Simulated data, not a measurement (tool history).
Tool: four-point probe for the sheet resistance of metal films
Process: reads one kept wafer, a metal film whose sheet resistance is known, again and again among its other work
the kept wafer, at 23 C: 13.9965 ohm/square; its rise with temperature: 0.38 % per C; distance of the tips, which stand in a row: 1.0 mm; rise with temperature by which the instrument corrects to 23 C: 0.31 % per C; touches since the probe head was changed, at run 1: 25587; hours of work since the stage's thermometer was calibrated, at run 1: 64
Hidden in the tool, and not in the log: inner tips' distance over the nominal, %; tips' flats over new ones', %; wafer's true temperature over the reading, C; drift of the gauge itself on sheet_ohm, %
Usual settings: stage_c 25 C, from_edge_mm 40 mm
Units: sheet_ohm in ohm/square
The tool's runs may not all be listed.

run	day	stage_c	from_edge_mm	touches since the probe head was changed	hours of work since the stage's thermometer was calibrated	sheet_ohm
1	0	25	40	25587	64	13.934669
2	0.946	25	30	26749	79	13.937314
3	2	25	68	28046	96	13.920308
4	2.458	25	40	28606	103	13.926772
5	3.104	25	40	29399	113	13.922419
6	3.55	25	40	29948	120	13.91679
7	4.042	25	40	30554	128	13.921634
8	5.038	25	6	31778	144	14.119196
9	6.104	33	12	33088	161	14.029659
10	6.792	19	6	33935	172	14.06038
11	7.321	19	6	34585	180	14.0527
12	8.225	19	3	35693	194	14.627718
13	8.771	25	17	36363	203	13.924609

The next listed run, before its measurement:
14	9.338	25	17	37060	212	?

Run 14 gave sheet_ohm 13.920753 ohm/square.
Without the tool's hidden state the same run would have given sheet_ohm 14.039362 ohm/square.
